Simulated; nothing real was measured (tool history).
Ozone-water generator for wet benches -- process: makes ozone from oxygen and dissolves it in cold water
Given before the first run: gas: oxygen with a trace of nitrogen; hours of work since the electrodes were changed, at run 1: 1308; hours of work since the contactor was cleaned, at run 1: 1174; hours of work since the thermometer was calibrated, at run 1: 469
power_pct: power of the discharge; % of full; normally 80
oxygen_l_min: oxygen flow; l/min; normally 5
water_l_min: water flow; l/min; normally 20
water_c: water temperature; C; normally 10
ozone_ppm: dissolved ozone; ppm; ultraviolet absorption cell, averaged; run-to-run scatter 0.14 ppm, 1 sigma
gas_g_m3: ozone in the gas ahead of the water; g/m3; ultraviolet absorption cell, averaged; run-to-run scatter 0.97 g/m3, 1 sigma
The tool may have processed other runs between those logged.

| run | hour | power_pct | oxygen_l_min | water_l_min | water_c | hours of work since the electrodes were changed | hours of work since the contactor was cleaned | hours of work since the thermometer was calibrated | ozone_ppm | gas_g_m3 |
|---|---|---|---|---|---|---|---|---|---|---|
| 1 | 0 | 80 | 5 | 20 | 10 | 1308 | 1174 | 469 | 15.8 | 160.9 |
| 2 | 24 | 80 | 5 | 20 | 10 | 1331 | 1197 | 492 | 15.8 | 161 |
| 3 | 60.3 | 80 | 5 | 20 | 10 | 1365 | 1232 | 527 | 16.1 | 160.8 |
| 4 | 90.5 | 80 | 5 | 19 | 10 | 1394 | 1261 | 556 | 16.7 | 159.1 |
| 5 | 130 | 80 | 5 | 19 | 10 | 1432 | 1298 | 593 | 16.9 | 160.2 |
| 6 | 171.4 | 80 | 5 | 20 | 10 | 1471 | 1338 | 633 | 15.7 | 160 |
| 7 | 188.9 | 80 | 5 | 20 | 10 | 1488 | 1354 | 650 | 16 | 159.4 |
| 8 | 217.5 | 80 | 5 | 20 | 10 | 1515 | 1382 | 677 | 15.8 | 160.4 |
| 9 | 241.2 | 80 | 5 | 20 | 10 | 1538 | 1404 | 699 | 15.7 | 159.8 |
| 10 | 273.7 | 80 | 5 | 20 | 10 | 1569 | 1435 | 731 | 15.7 | 159.2 |
| 11 | 313 | 80 | 5 | 20 | 10 | 1606 | 1473 | 768 | 15.8 | 160.1 |
| 12 | 352 | 80 | 5 | 20 | 10 | 1644 | 1510 | 805 | 15.5 | 158.8 |
| 13 | 386.2 | 80 | 5 | 20 | 10 | 1676 | 1543 | 838 | 15.6 | 157 |
| 14 | 408.4 | 42 | 5 | 20 | 10 | 1697 | 1564 | 859 | 9.5 | 96.2 |
| 15 | 442.5 | 80 | 4.47 | 20 | 10 | 1730 | 1596 | 892 | 15.7 | 170.5 |
|  | 449.5 | contactor cleaned |
| 16 | 482.2 | 80 | 5 | 20 | 10 | 1764 | 31 | 926 | 15.7 | 158.7 |
| 17 | 508.6 | 80 | 5 | 20 | 10 | 1789 | 56 | 951 | 15.6 | 158.5 |
| 18 | 546.7 | 62 | 3.36 | 21 | 10 | 1826 | 93 | 987 | 12.1 | 168.4 |
| 19 | 567.1 | 62 | 6.52 | 21 | 10 | 1845 | 112 | 1007 | 12.1 | 109.4 |
|  | 574.5 | contactor cleaned, once more |
| 20 | 589.8 | 79 | 2.59 | 27 | 8 | 1863 | 15 | 1024 | 10.5 | 235.1 |
| 21 | 626.7 | 79 | 2.59 | 27 | 8 | 1898 | 50 | 1060 | 10.5 | 234.4 |
| 22 | 652.9 | 91 | 7.03 | 29 | 8 | 1923 | 75 | 1085 | 12 | 140 |
| 23 | 695.3 | 91 | 7.03 | 29 | 8 | 1964 | 115 | 1125 | 11.9 | 140.7 |
| 24 | 713.2 | 57 | 3.4 | 28 | 5 | 1981 | 132 | 1142 | 8.4 | 155.1 |
| 25 | 735.9 | 64 | 6.33 | 29 | 10 | 2002 | 154 | 1164 | 9.2 | 115.7 |
| 26 | 769.2 | 64 | 6.33 | 29 | 7 | 2034 | 186 | 1196 | 9.2 | 115.6 |
| 27 | 789.8 | 61 | 5.79 | 29 | 10 | 2054 | 205 | 1215 | 8.6 | 118.1 |
| 28 | 814.6 | 73 | 2.85 | 22 | 10 | 2077 | 229 | 1239 | 12.7 | 209.1 |
| 29 | 856.7 | 73 | 2.85 | 22 | 10 | 2118 | 269 | 1279 | 12.5 | 209.2 |
| 30 | 879.5 | 73 | 2.85 | 22 | 10 | 2139 | 291 | 1301 | 12.5 | 209.3 |
| 31 | 899.6 | 41 | 5 | 27 | 10 | 2158 | 310 | 1320 | 6.7 | 94.8 |
| 32 | 925.9 | 93 | 3.99 | 19 | 11 | 2184 | 335 | 1345 | 18 | 203.4 |
| 33 | 959.4 | 86 | 7.94 | 23 | 10 | 2215 | 367 | 1377 | 14 | 123.2 |
| 34 | 1000.3 | 58 | 7.94 | 23 | 10 | 2255 | 406 | 1416 | 10.4 | 92.8 |

Consider 3 possible next runs. They are alternatives, not a sequence: every one starts from the tool as it was left by run 34. What does each give?
| A | 1038 | 86 | 5 | 20 | 10 | 2291 | 442 | 1452 | ? | ? |
| B | 1038 | 80 | 5 | 26 | 6 | 2291 | 442 | 1452 | ? | ? |
| C | 1038 | 80 | 5 | 20 | 13 | 2291 | 442 | 1452 | ? | ? |

| run | ozone_ppm | gas_g_m3 |
|---|---|---|
| A | 16.4 | 166.4 |
| B | 12.3 | 156.4 |
| C | 14.9 | 155.7 |
Without the tool's unlogged condition, the same runs would have read:
| run | ozone_ppm | gas_g_m3 |
|---|---|---|
| A | 17.5 | 176.2 |
| B | 13.1 | 165.2 |
| C | 15.8 | 164.5 |
